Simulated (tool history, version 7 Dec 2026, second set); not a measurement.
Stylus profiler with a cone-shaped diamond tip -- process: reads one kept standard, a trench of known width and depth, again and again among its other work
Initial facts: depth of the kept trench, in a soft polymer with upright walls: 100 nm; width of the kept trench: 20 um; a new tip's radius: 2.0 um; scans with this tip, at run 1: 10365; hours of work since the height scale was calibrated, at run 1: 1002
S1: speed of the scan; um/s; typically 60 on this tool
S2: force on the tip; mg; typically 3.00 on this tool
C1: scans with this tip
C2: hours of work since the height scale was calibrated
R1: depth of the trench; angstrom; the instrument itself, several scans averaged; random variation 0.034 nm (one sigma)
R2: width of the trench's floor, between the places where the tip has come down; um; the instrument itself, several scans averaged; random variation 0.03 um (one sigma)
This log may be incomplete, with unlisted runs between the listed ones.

{"run": 1, "hour": 0.0, "S1": 60, "S2": 3.0, "C1": 10365, "C2": 1002, "R1": 1023.5, "R2": 17.93}
{"run": 2, "hour": 26.6, "S1": 60, "S2": 3.0, "C1": 10531, "C2": 1018, "R1": 1023.6, "R2": 17.89}
{"hour": 44.9, "done": "new tip fitted, height scale calibrated"}
{"run": 3, "hour": 64.6, "S1": 60, "S2": 3.0, "C1": 123, "C2": 12, "R1": 1018.3, "R2": 18.57}
{"run": 4, "hour": 105.7, "S1": 60, "S2": 3.0, "C1": 379, "C2": 37, "R1": 1019.0, "R2": 18.48}
{"run": 5, "hour": 126.2, "S1": 60, "S2": 3.0, "C1": 506, "C2": 49, "R1": 1018.8, "R2": 18.52}
{"hour": 129.4, "done": "height scale calibrated on a step standard"}
{"run": 6, "hour": 156.4, "S1": 60, "S2": 3.0, "C1": 691, "C2": 16, "R1": 1018.6, "R2": 18.51}
{"run": 7, "hour": 180.5, "S1": 60, "S2": 3.0, "C1": 841, "C2": 31, "R1": 1018.9, "R2": 18.49}
{"hour": 187.4, "done": "height scale calibrated on a step standard, once more"}
{"run": 8, "hour": 204.3, "S1": 60, "S2": 6.55, "C1": 986, "C2": 10, "R1": 1031.6, "R2": 18.54}
{"run": 9, "hour": 227.3, "S1": 60, "S2": 6.55, "C1": 1129, "C2": 24, "R1": 1031.6, "R2": 18.51}
{"run": 10, "hour": 244.0, "S1": 24, "S2": 2.27, "C1": 1233, "C2": 34, "R1": 1015.5, "R2": 18.58}
{"run": 11, "hour": 281.5, "S1": 60, "S2": 8.57, "C1": 1467, "C2": 57, "R1": 1038.6, "R2": 18.51}
{"run": 12, "hour": 303.3, "S1": 60, "S2": 8.57, "C1": 1602, "C2": 70, "R1": 1039.0, "R2": 18.54}
{"run": 13, "hour": 338.9, "S1": 49, "S2": 1.66, "C1": 1824, "C2": 91, "R1": 1013.1, "R2": 18.4}
{"run": 14, "hour": 379.8, "S1": 57, "S2": 4.31, "C1": 2078, "C2": 116, "R1": 1025.0, "R2": 18.47}
{"run": 15, "hour": 414.2, "S1": 57, "S2": 4.31, "C1": 2292, "C2": 136, "R1": 1024.7, "R2": 18.37}

3 options for the next run, each taken on its own from the tool as it stands now. Forecast them:
{"run": "A", "hour": 441.6, "S1": 60, "S2": 3.44, "C1": 2463, "C2": 153, "R1": "?", "R2": "?"}
{"run": "B", "hour": 441.6, "S1": 115, "S2": 1.76, "C1": 2463, "C2": 153, "R1": "?", "R2": "?"}
{"run": "C", "hour": 441.6, "S1": 29, "S2": 3.0, "C1": 2463, "C2": 153, "R1": "?", "R2": "?"}

run=A R1=1020.9 R2=18.42
run=B R1=1014.2 R2=18.14
run=C R1=1019.7 R2=18.47
Stripped of hidden state, with their random variation kept, the same runs would have yielded:
run=A R1=1020.5 R2=18.62
run=B R1=1013.9 R2=18.34
run=C R1=1019.3 R2=18.67
